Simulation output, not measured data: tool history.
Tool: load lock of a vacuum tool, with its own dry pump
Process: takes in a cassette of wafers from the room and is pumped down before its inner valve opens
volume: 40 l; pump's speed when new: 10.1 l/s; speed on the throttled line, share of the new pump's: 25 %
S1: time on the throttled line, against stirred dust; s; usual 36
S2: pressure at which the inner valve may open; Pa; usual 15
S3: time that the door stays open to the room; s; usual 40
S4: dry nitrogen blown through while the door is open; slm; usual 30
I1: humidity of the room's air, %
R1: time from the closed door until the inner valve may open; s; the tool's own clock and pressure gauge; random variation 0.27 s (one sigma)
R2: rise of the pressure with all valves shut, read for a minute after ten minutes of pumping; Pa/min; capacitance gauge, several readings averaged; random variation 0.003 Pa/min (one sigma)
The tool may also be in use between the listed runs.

{"run": 1, "hour": 0.0, "S1": 36, "S2": 15, "S3": 40, "S4": 30, "I1": 47.0, "R1": 63.8, "R2": 0.156}
{"run": 2, "hour": 214.8, "S1": 36, "S2": 15, "S3": 40, "S4": 30, "I1": 46.5, "R1": 64.0, "R2": 0.157}
{"run": 3, "hour": 423.3, "S1": 36, "S2": 15, "S3": 40, "S4": 30, "I1": 47.7, "R1": 64.4, "R2": 0.152}
{"run": 4, "hour": 703.7, "S1": 36, "S2": 15, "S3": 40, "S4": 4, "I1": 45.2, "R1": 64.4, "R2": 0.187}
{"run": 5, "hour": 1052.9, "S1": 36, "S2": 15, "S3": 40, "S4": 30, "I1": 45.8, "R1": 64.3, "R2": 0.167}
{"run": 6, "hour": 1332.5, "S1": 36, "S2": 15, "S3": 40, "S4": 30, "I1": 41.2, "R1": 64.8, "R2": 0.17}
{"run": 7, "hour": 1505.4, "S1": 36, "S2": 15, "S3": 40, "S4": 30, "I1": 45.2, "R1": 64.7, "R2": 0.174}
{"run": 8, "hour": 1804.5, "S1": 36, "S2": 12, "S3": 167, "S4": 13, "I1": 45.8, "R1": 65.9, "R2": 0.218}
{"hour": 2106.6, "done": "door's seal changed, seat wiped"}
{"run": 9, "hour": 2116.3, "S1": 36, "S2": 15, "S3": 40, "S4": 12, "I1": 43.8, "R1": 65.1, "R2": 0.032}
{"run": 10, "hour": 2425.0, "S1": 36, "S2": 26, "S3": 137, "S4": 10, "I1": 44.1, "R1": 63.2, "R2": 0.062}
{"run": 11, "hour": 2760.1, "S1": 36, "S2": 26, "S3": 137, "S4": 10, "I1": 47.2, "R1": 63.2, "R2": 0.062}
{"run": 12, "hour": 3017.2, "S1": 36, "S2": 26, "S3": 137, "S4": 10, "I1": 48.3, "R1": 62.8, "R2": 0.068}
{"run": 13, "hour": 3368.8, "S1": 38, "S2": 15, "S3": 78, "S4": 30, "I1": 43.0, "R1": 67.7, "R2": 0.032}

Forecast each of these 3 alternatives for the next run:
{"run": "A", "hour": 3556.1, "S1": 21, "S2": 15, "S3": 40, "S4": 5, "I1": 45.3, "R1": "?", "R2": "?"}
{"run": "B", "hour": 3556.1, "S1": 38, "S2": 20, "S3": 78, "S4": 25, "I1": 41.1, "R1": "?", "R2": "?"}
{"run": "C", "hour": 3556.1, "S1": 36, "S2": 13, "S3": 159, "S4": 30, "I1": 43.7, "R1": "?", "R2": "?"}

run=A R1=55.4 R2=0.048
run=B R1=66.6 R2=0.035
run=C R1=67.1 R2=0.043
Without the tool's hidden state the same runs would have given:
run=A R1=50.7 R2=0.042
run=B R1=62.7 R2=0.029
run=C R1=62.8 R2=0.037
